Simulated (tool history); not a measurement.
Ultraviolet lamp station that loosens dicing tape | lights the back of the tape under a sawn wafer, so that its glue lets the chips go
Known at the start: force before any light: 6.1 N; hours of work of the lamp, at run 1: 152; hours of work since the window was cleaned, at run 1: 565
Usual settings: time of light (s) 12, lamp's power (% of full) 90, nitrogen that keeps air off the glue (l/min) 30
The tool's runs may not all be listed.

| run | hour | time of light (s) | lamp's power (% of full) | nitrogen that keeps air off the glue (l/min) | hours of work of the lamp | hours of work since the window was cleaned | force that peels the tape off (N) | light that reached the tape (mJ/cm²) |
|---|---|---|---|---|---|---|---|---|
| 1 | 0 | 12 | 90 | 30 | 152 | 565 | 0.446 | 284 |
| 2 | 7.3 | 12 | 90 | 30 | 155 | 568 | 0.468 | 284 |
| 3 | 17.8 | 12 | 90 | 26 | 159 | 573 | 0.512 | 283 |
| 4 | 28.9 | 12 | 90 | 30 | 164 | 578 | 0.461 | 282 |
| 5 | 44.9 | 12 | 90 | 15 | 171 | 584 | 0.793 | 278 |
| 6 | 52.5 | 12 | 90 | 15 | 174 | 588 | 0.841 | 280 |
| 7 | 66.8 | 12 | 90 | 15 | 180 | 594 | 0.806 | 277 |
| 8 | 78.5 | 12 | 90 | 15 | 185 | 599 | 0.822 | 279 |
| 9 | 94.9 | 12 | 90 | 15 | 192 | 606 | 0.836 | 275 |
| 10 | 109.7 | 12 | 90 | 15 | 198 | 612 | 0.836 | 275 |
| 11 | 122.9 | 9 | 90 | 30 | 204 | 618 | 0.891 | 207 |
| 12 | 136.8 | 9 | 68 | 30 | 210 | 623 | 1.407 | 153 |
| 13 | 143.7 | 12 | 90 | 30 | 213 | 626 | 0.486 | 273 |
| 14 | 160.5 | 12 | 90 | 30 | 220 | 634 | 0.492 | 266 |
| 15 | 169.5 | 12 | 90 | 30 | 224 | 637 | 0.507 | 268 |
| 16 | 180.5 | 12 | 90 | 45 | 228 | 642 | 0.358 | 272 |
| 17 | 191.4 | 12 | 90 | 21 | 233 | 647 | 0.684 | 271 |
| 18 | 201.7 | 12 | 90 | 21 | 237 | 651 | 0.647 | 274 |
| 19 | 215 | 12 | 90 | 21 | 243 | 657 | 0.696 | 268 |
| 20 | 227.8 | 12 | 78 | 30 | 248 | 662 | 0.67 | 232 |
| 21 | 239 | 12 | 78 | 30 | 253 | 667 | 0.681 | 235 |
| 22 | 247.3 | 12 | 90 | 30 | 257 | 670 | 0.5 | 268 |
|  | 255.7 | window cleaned of glue's vapour |
| 23 | 264.4 | 12 | 90 | 30 | 264 | 4 | 0.401 | 300 |
| 24 | 273.6 | 12 | 70 | 38 | 268 | 8 | 0.575 | 239 |
| 25 | 281 | 21 | 93 | 23 | 271 | 11 | 0.142 | 532 |
| 26 | 291.6 | 21 | 93 | 9 | 275 | 15 | 0.319 | 534 |
| 27 | 302.9 | 12 | 90 | 20 | 280 | 20 | 0.572 | 298 |
| 28 | 316.7 | 6 | 88 | 15 | 286 | 26 | 2.136 | 146 |
| 29 | 330.3 | 13 | 93 | 58 | 292 | 32 | 0.201 | 332 |
| 30 | 337.4 | 18 | 64 | 35 | 295 | 35 | 0.321 | 313 |
| 31 | 349.5 | 10 | 83 | 26 | 300 | 40 | 0.808 | 224 |
| 32 | 360.1 | 10 | 83 | 26 | 305 | 44 | 0.797 | 226 |
| 33 | 375.1 | 12 | 66 | 36 | 311 | 51 | 0.686 | 215 |
| 34 | 385.1 | 12 | 66 | 36 | 315 | 55 | 0.701 | 211 |
| 35 | 399 | 10 | 66 | 57 | 321 | 61 | 0.767 | 176 |
| 36 | 408.8 | 10 | 66 | 57 | 325 | 65 | 0.754 | 179 |
| 37 | 417.4 | 20 | 90 | 38 | 329 | 69 | 0.128 | 480 |
| 38 | 430 | 13 | 90 | 10 | 334 | 74 | 0.865 | 314 |
| 39 | 440.7 | 17 | 64 | 25 | 339 | 79 | 0.5 | 292 |
| 40 | 455.5 | 13 | 63 | 10 | 345 | 85 | 1.551 | 218 |
| 41 | 471.9 | 13 | 63 | 10 | 352 | 92 | 1.555 | 214 |
| 42 | 488.3 | 13 | 65 | 10 | 359 | 99 | 1.496 | 220 |
| 43 | 504.5 | 22 | 83 | 16 | 366 | 106 | 0.25 | 473 |

Forecast each of these 4 alternatives for the next run:
| A | 512.5 | 12 | 84 | 56 | 369 | 109 | ? | ? |
| B | 512.5 | 12 | 93 | 55 | 369 | 109 | ? | ? |
| C | 512.5 | 20 | 94 | 17 | 369 | 109 | ? | ? |
| D | 512.5 | 12 | 64 | 40 | 369 | 109 | ? | ? |

| run | force that peels the tape off (N) | light that reached the tape (mJ/cm²) |
|---|---|---|
| A | 0.335 | 267 |
| B | 0.265 | 292 |
| C | 0.216 | 491 |
| D | 0.751 | 202 |
Without the tool's hidden state the same runs would have given:
| run | force that peels the tape off (N) | light that reached the tape (mJ/cm²) |
|---|---|---|
| A | 0.235 | 313 |
| B | 0.19 | 343 |
| C | 0.159 | 577 |
| D | 0.543 | 238 |

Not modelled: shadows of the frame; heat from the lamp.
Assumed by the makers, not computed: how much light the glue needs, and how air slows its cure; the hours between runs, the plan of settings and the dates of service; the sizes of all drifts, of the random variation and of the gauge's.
